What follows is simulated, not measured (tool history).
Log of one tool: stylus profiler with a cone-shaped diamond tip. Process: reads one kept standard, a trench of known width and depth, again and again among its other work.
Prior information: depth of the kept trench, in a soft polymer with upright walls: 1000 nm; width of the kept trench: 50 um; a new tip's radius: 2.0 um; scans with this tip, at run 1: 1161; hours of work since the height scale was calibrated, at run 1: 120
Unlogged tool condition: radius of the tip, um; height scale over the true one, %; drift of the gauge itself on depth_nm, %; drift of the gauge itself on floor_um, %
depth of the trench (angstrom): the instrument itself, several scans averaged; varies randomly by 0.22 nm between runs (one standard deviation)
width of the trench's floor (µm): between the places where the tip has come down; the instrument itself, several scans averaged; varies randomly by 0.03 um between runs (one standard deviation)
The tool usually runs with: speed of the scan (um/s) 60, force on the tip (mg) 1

run,hour,speed of the scan (um/s),force on the tip (mg),scans with this tip,hours of work since the height scale was calibrated,depth of the trench (angstrom),width of the trench's floor (µm)
1,0,60,1,1161,120,10076.4,45.9
2,52.3,60,1,1517,157,10077.9,45.96
3,85.2,60,2.33,1741,180,10133.1,46.22
4,137.1,60,2.18,2095,216,10127.5,46.11
5,168.8,60,1,2311,239,10076.9,45.93
6,218.8,37,1,2651,274,10074.5,46.17
7,256.4,37,1,2908,300,10078.2,46.17
8,285.9,128,1,3109,321,10076.1,45.32
9,311.1,128,1,3280,339,10075.7,45.31
10,350.9,128,1,3552,367,10078.1,45.29
11,382.8,128,1,3768,389,10076.9,45.32
12,406.5,128,1,3930,406,10076.9,45.27
13,452.3,128,1,4243,438,10075.6,45.21
14,493.9,128,1,4526,467,10075.5,45.25
15,545,60,0.49,4874,503,10046,45.67
16,567.8,60,1,5029,519,10079.1,45.9
17,609.2,60,0.55,5311,549,10051.4,45.67
18,644.7,74,1,5553,574,10077.2,45.8
19,690.5,74,1,5865,606,10076.3,45.82
20,713.9,60,0.64,6024,622,10058.4,45.82
21,742.9,60,0.64,6222,643,10055.8,45.75
22,767.7,60,0.64,6391,660,10056.4,45.76
23,789.6,60,0.64,6540,676,10055.6,45.81
24,838.9,29,2.66,6876,710,10150.9,46.34
25,885.2,80,0.59,7191,743,10051.4,45.49
26,913.6,28,2.1,7385,763,10122.9,46.31
27,960,236,1.24,7701,796,10089.8,44.53
28,1004.7,105,0.35,8005,827,10040.2,44.81
29,1033.4,58,0.4,8201,847,10039.9,45.65
30,1075.6,58,0.4,8489,877,10040.3,45.62
31,1099.4,81,0.4,8651,894,10044,45.25
32,1146.9,81,0.4,8975,927,10043.3,45.3
33,1178.6,55,0.55,9191,949,10051.7,45.8
34,1203.9,55,0.55,9362,967,10050.1,45.77
35,1234.7,25,2.68,9573,989,10143.6,46.34
36,1274.5,25,2.68,9844,1017,10149.7,46.35
37,1305.9,60,1,10058,1039,10077.2,45.92
38,1354.8,60,1,10391,1073,10077,45.89
39,1380.5,54,1,10566,1091,10079.3,45.98
40,1430.7,60,2.57,10908,1127,10144.2,46.13
41,1470.1,24,0.72,11176,1155,10061.9,46.22
42,1504,211,2.25,11407,1178,10128.5,45.1
# hour 1534.6: new tip fitted, height scale calibrated
43,1535.6,60,1.16,7,1,10083,46.04

For some of the steps in width of the trench's floor (µm) from one run to the next: how much would appear even if the tool had no hidden state, given the settings, what came in and random variation, and how much remains for the hidden state plus any gauge scatter that the measured result and the result without hidden state don't share?
Run 3 -> 4: force on the tip (mg) 2.33 -> 2.18. width of the trench's floor (µm) -0.11: hidden state -0.01, all else -0.1.
Run 4 -> 5: force on the tip (mg) 2.18 -> 1. width of the trench's floor (µm) -0.18: hidden state +0.01, all else -0.19.
Run 26 -> 27: speed of the scan (um/s) 28 -> 236, force on the tip (mg) 2.1 -> 1.24. width of the trench's floor (µm) -1.78: hidden state -0.01, all else -1.77.
Run 41 -> 42: speed of the scan (um/s) 24 -> 211, force on the tip (mg) 0.72 -> 2.25. width of the trench's floor (µm) -1.12: hidden state +0, all else -1.12.
Run 42 -> 43: speed of the scan (um/s) 211 -> 60, force on the tip (mg) 2.25 -> 1.16, new tip fitted, height scale calibrated. width of the trench's floor (µm) +0.94: hidden state +0.04, all else +0.9.
